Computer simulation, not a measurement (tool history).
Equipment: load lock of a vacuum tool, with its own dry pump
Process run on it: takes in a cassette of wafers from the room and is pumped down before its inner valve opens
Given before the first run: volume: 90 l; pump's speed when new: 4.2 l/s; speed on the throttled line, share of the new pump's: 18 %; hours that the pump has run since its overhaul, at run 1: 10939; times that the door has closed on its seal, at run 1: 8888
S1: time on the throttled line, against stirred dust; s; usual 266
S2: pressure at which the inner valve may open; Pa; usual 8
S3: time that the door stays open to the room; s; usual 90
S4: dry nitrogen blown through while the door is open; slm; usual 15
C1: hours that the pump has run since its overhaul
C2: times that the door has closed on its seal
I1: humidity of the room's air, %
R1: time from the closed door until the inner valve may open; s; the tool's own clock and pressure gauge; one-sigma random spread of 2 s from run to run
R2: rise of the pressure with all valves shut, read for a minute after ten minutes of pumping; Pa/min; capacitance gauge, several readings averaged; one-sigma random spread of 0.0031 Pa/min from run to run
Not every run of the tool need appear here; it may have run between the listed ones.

run 1 hour=0.0 | S1=266 S2=8 S3=90 S4=15 | C1=10939 C2=8888 | I1=45.3 | R1=462.0 R2=0.095
run 2 hour=163.1 | S1=266 S2=8 S3=90 S4=15 | C1=11102 C2=9321 | I1=45.1 | R1=462.9 R2=0.097
run 3 hour=306.4 | S1=266 S2=8 S3=90 S4=15 | C1=11245 C2=9702 | I1=44.9 | R1=464.9 R2=0.100
run 4 hour=516.6 | S1=266 S2=8 S3=82 S4=15 | C1=11456 C2=10261 | I1=41.0 | R1=461.6 R2=0.099
run 5 hour=719.0 | S1=266 S2=8 S3=82 S4=15 | C1=11658 C2=10798 | I1=43.1 | R1=464.9 R2=0.104
run 6 hour=954.1 | S1=266 S2=8 S3=90 S4=15 | C1=11893 C2=11423 | I1=44.7 | R1=464.1 R2=0.108
run 7 hour=1143.3 | S1=266 S2=8 S3=90 S4=15 | C1=12082 C2=11926 | I1=45.7 | R1=468.8 R2=0.103
run 8 hour=1242.6 | S1=446 S2=8 S3=190 S4=9 | C1=12182 C2=12189 | I1=43.4 | R1=606.7 R2=0.151
run 9 hour=1427.0 | S1=446 S2=8 S3=61 S4=12 | C1=12366 C2=12679 | I1=46.5 | R1=609.0 R2=0.112

Run 10 is up next; what results do you expect?
run 10 hour=1664.5 | S1=446 S2=8 S3=61 S4=12 | C1=12604 C2=13310 | I1=42.6 | R1=? R2=?

R1: 609.8 s
R2: 0.106 Pa/min
Were there no unlogged condition in the tool, this run, its random variation unchanged, would have produced R1 574.2 s, R2 0.045 Pa/min.
